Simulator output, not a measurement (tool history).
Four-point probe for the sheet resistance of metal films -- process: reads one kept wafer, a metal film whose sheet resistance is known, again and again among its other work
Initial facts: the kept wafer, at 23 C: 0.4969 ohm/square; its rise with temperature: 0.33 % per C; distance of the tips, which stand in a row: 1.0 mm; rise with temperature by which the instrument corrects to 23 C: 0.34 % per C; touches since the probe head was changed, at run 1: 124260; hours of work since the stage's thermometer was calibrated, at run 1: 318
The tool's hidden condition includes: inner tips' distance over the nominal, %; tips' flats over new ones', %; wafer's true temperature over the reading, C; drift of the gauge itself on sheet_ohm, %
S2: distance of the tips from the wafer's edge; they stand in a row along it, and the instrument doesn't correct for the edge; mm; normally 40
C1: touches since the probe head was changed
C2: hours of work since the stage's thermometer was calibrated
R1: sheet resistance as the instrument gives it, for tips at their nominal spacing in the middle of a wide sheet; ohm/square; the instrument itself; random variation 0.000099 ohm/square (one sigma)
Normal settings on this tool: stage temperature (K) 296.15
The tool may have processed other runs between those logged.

Run 1, hour 0.0: usual settings; C1 124260; C2 318. Result: R1 0.500810 ohm/square.
Run 2, hour 52.8: usual settings; C1 127722; C2 359. Result: R1 0.501087 ohm/square.
Run 3, hour 114.8: usual settings but S2 23 mm; C1 131794; C2 407. Result: R1 0.501441 ohm/square.
Run 4, hour 163.2: usual settings; C1 134973; C2 445. Result: R1 0.501478 ohm/square.
Run 5, hour 207.2: usual settings; C1 137857; C2 479. Result: R1 0.501725 ohm/square.
Run 6, hour 247.0: usual settings; C1 140473; C2 510. Result: R1 0.501533 ohm/square.
Run 7, hour 298.5: usual settings but S2 7 mm; C1 143852; C2 550. Result: R1 0.507006 ohm/square.
At hour 334.7: new probe head fitted.
Run 8, hour 334.7: usual settings but stage temperature (K) 300.15, S2 7 mm; C1 0; C2 577. Result: R1 0.506886 ohm/square.
Run 9, hour 371.4: usual settings; C1 2411; C2 605. Result: R1 0.501782 ohm/square.
Run 10, hour 408.8: usual settings but stage temperature (K) 292.15; C1 4868; C2 634. Result: R1 0.502239 ohm/square.
Run 11, hour 445.9: usual settings; C1 7300; C2 663. Result: R1 0.502006 ohm/square.
Run 12, hour 485.9: usual settings; C1 9927; C2 694. Result: R1 0.502050 ohm/square.
At hour 489.1: stage's thermometer calibrated.
Run 13, hour 521.4: usual settings; C1 12224; C2 25. Result: R1 0.502181 ohm/square.
Run 14, hour 557.8: usual settings but S2 9 mm; C1 14609; C2 53. Result: R1 0.505749 ohm/square.
Run 15, hour 606.0: usual settings; C1 17773; C2 91. Result: R1 0.502439 ohm/square.
Run 16, hour 644.9: usual settings but stage temperature (K) 299.15, S2 4 mm; C1 20329; C2 121. Result: R1 0.518533 ohm/square.
Run 17, hour 702.8: usual settings but stage temperature (K) 297.15, S2 34 mm; C1 24125; C2 165. Result: R1 0.502800 ohm/square.
Run 18, hour 735.9: usual settings but stage temperature (K) 302.15, S2 51 mm; C1 26300; C2 191. Result: R1 0.502289 ohm/square.
At hour 759.0: stage's thermometer calibrated, once more.
Run 19, hour 766.3: usual settings but stage temperature (K) 295.15, S2 4 mm; C1 28266; C2 6. Result: R1 0.518965 ohm/square.
Run 20, hour 804.9: usual settings but stage temperature (K) 299.15, S2 4 mm; C1 30795; C2 36. Result: R1 0.518597 ohm/square.
Run 21, hour 858.8: usual settings but stage temperature (K) 299.15, S2 4 mm; C1 34332; C2 77. Result: R1 0.518919 ohm/square.
Run 22, hour 920.2: usual settings but stage temperature (K) 294.15, S2 7 mm; C1 38364; C2 125. Result: R1 0.508462 ohm/square.
Run 23, hour 945.4: usual settings but stage temperature (K) 299.15, S2 62 mm; C1 40015; C2 144. Result: R1 0.502830 ohm/square.
Run 24, hour 1001.7: usual settings but stage temperature (K) 299.15, S2 62 mm; C1 43713; C2 188. Result: R1 0.503102 ohm/square.
Run 25, hour 1051.9: usual settings but stage temperature (K) 301.15, S2 62 mm; C1 47007; C2 227. Result: R1 0.502845 ohm/square.
Run 26, hour 1083.6: usual settings but stage temperature (K) 303.15, S2 11 mm; C1 49085; C2 251. Result: R1 0.505088 ohm/square.
Run 27, hour 1134.8: usual settings but stage temperature (K) 303.15, S2 11 mm; C1 52449; C2 291. Result: R1 0.505387 ohm/square.
Run 28, hour 1166.6: usual settings but stage temperature (K) 292.15, S2 34 mm; C1 54536; C2 316. Result: R1 0.504165 ohm/square.
Run 29, hour 1225.2: usual settings but stage temperature (K) 302.15, S2 3 mm; C1 58379; C2 361. Result: R1 0.531886 ohm/square.
Run 30, hour 1285.2: usual settings but stage temperature (K) 302.15, S2 3 mm; C1 62317; C2 407. Result: R1 0.531760 ohm/square.

Branching from run 30: 5 alternative next runs. What would each branch give?
Run A, hour 1317.9: usual settings but stage temperature (K) 307.15; C1 64467; C2 433. Result: R1 ?.
Run B, hour 1317.9: usual settings but stage temperature (K) 300.15, S2 27 mm; C1 64467; C2 433. Result: R1 ?.
Run C, hour 1317.9: usual settings but stage temperature (K) 299.15, S2 4 mm; C1 64467; C2 433. Result: R1 ?.
Run D, hour 1317.9: usual settings but stage temperature (K) 301.15; C1 64467; C2 433. Result: R1 ?.
Run E, hour 1317.9: usual settings but stage temperature (K) 307.15, S2 4 mm; C1 64467; C2 433. Result: R1 ?.

run        R1
  A  0.503458
  B  0.504232
  C  0.520094
  D  0.503978
  E  0.519841
The same runs, with their run-to-run variation unchanged, on a tool lacking any hidden condition would have given:
run        R1
  A  0.496310
  B  0.497069
  C  0.512724
  D  0.496820
  E  0.512479
